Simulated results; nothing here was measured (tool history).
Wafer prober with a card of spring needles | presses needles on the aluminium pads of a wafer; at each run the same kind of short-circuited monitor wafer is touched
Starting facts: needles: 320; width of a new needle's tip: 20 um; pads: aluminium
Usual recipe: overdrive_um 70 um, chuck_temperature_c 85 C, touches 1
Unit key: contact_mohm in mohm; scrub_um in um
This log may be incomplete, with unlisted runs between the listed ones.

run   hour  overdrive_um  chuck_temperature_c  touches  contact_mohm  scrub_um
  1      0            70                   85        1           232     18.66
      13.4  -- tips cleaned on abrasive film
  2     25            75                   85        1           231     19.99
      28.5  -- tips cleaned on abrasive film
      42.2  -- tips cleaned on abrasive film
      55.9  -- tips cleaned on abrasive film
  3   56.7            70                   85        1           230     18.58
        70  -- tips cleaned on abrasive film
      85.8  -- tips cleaned on abrasive film
  4   98.5            70                   85        1           234     18.59
     101.7  -- tips cleaned on abrasive film
     115.6  -- tips cleaned on abrasive film
  5  118.8            70                   85        1           229     18.55
     131.3  -- tips cleaned on abrasive film
  6  136.3            70                   85        1           229     18.56
     147.7  -- tips cleaned on abrasive film
     161.9  -- tips cleaned on abrasive film
  7  162.6            56                   85        1           235     14.82
     177.3  -- tips cleaned on abrasive film
  8  180.1            70                   85        2           231     18.52
     182.4  -- height of the first contact set anew
     191.6  -- tips cleaned on abrasive film
     205.8  -- tips cleaned on abrasive film
  9  214.2            70                   85        2           233     18.55
     220.1  -- tips cleaned on abrasive film
     235.9  -- tips cleaned on abrasive film
     250.5  -- tips cleaned on abrasive film
 10  252.3            70                   85        2           228     18.51
     264.4  -- tips cleaned on abrasive film
     278.4  -- tips cleaned on abrasive film
     292.1  -- tips cleaned on abrasive film
 11  292.1            70                   84        1           230     18.44
     307.1  -- tips cleaned on abrasive film
     322.2  -- tips cleaned on abrasive film
 12  323.2            70                   84        1           232     18.43
     337.9  -- tips cleaned on abrasive film
 13  346.2            66                   66        1           227     17.37
     352.5  -- tips cleaned on abrasive film
     367.1  -- tips cleaned on abrasive film
     382.6  -- tips cleaned on abrasive film
 14  383.6            62                   52        2           226     16.29
     398.7  -- tips cleaned on abrasive film
       415  -- tips cleaned on abrasive film
 15  423.5            57                   25        2           218     14.98
     429.3  -- tips cleaned on abrasive film
     445.2  -- tips cleaned on abrasive film
 16  453.7            59                   68        2           230     15.45
     457.1  -- gauge calibrated
       459  -- tips cleaned on abrasive film
     473.8  -- tips cleaned on abrasive film
 17  477.1            59                   68        2           228      15.7
     487.5  -- tips cleaned on abrasive film
     501.6  -- tips cleaned on abrasive film
 18  507.1            70                   56        2           226     18.59
     516.8  -- tips cleaned on abrasive film
     531.6  -- tips cleaned on abrasive film
 19  536.6            70                   56        2           223     18.56
     546.2  -- tips cleaned on abrasive film
     561.3  -- tips cleaned on abrasive film
 20  572.3            70                   56        2           224     18.61
     576.9  -- tips cleaned on abrasive film
     590.9  -- tips cleaned on abrasive film
 21  593.4            75                   96        1           233     19.88

Forecast each of these 5 alternatives for the next run:
     607.3  -- tips cleaned on abrasive film
  A  620.5            56                   96        2             ?         ?
     607.3  -- tips cleaned on abrasive film
  B  620.5            62                  104        2             ?         ?
     607.3  -- tips cleaned on abrasive film
  C  620.5            80                   96        1             ?         ?
     607.3  -- tips cleaned on abrasive film
  D  620.5            74                   32        2             ?         ?
     607.3  -- tips cleaned on abrasive film
  E  620.5            85                   96        1             ?         ?

run  contact_mohm  scrub_um
  A           238     14.77
  B           236     16.41
  C           233     21.21
  D           221     19.63
  E           233     22.48
Without the tool's hidden state the same runs would have given:
run  contact_mohm  scrub_um
  A           238     14.86
  B           236     16.51
  C           232     21.33
  D           221     19.74
  E           233     22.61
